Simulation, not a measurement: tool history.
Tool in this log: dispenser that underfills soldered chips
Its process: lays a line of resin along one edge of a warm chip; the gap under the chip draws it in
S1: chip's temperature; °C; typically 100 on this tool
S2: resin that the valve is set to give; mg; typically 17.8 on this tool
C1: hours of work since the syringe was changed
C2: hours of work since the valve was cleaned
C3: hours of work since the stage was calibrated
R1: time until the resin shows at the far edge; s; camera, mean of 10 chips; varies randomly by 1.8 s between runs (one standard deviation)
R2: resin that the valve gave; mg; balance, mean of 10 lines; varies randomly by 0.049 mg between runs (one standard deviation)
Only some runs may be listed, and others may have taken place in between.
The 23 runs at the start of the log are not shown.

run	hour	S1	S2	C1	C2	C3	R1	R2
# hour 165.7: new syringe of resin
24	169.7	91	16.5	2	11	270	285.2	16.46
25	176.3	91	16.5	6	15	274	404.7	16.42
26	181.2	104	17.4	9	18	277	317.4	17.3
# hour 183.8: new syringe of resin
27	187.1	104	17.4	2	22	280	167.5	17.3
28	191.1	93	20	4	24	283	308.2	19.89
29	194.8	113	15.2	7	26	285	186.9	15.07
30	198.8	113	15.2	9	29	288	229.4	15.04
# hour 202.5: new syringe of resin
31	204.9	94	17.7	1	32	291	229	17.52
32	208.8	94	17.7	4	35	294	281	17.53
33	215.1	109	18.8	8	39	297	221.9	18.47
# hour 220.6: new syringe of resin
34	220.6	110	18.5	0	42	301	112.2	18.23
35	227	100	21.9	4	46	304	218.3	21.52
36	234.3	89	15.6	8	50	309	510.6	15.28

Forecast each of these 3 alternatives for the next run:
A	238.3	93	20	11	52	311	?	?
B	238.3	105	22.3	11	52	311	?	?
C	238.3	104	20.6	11	52	311	?	?

run	R1	R2
A	515.4	19.58
B	322.1	21.87
C	339.4	20.12
What these runs would have given with no unlogged condition in the tool:
run	R1	R2
A	222.6	19.95
B	138.4	22.29
C	146	20.5

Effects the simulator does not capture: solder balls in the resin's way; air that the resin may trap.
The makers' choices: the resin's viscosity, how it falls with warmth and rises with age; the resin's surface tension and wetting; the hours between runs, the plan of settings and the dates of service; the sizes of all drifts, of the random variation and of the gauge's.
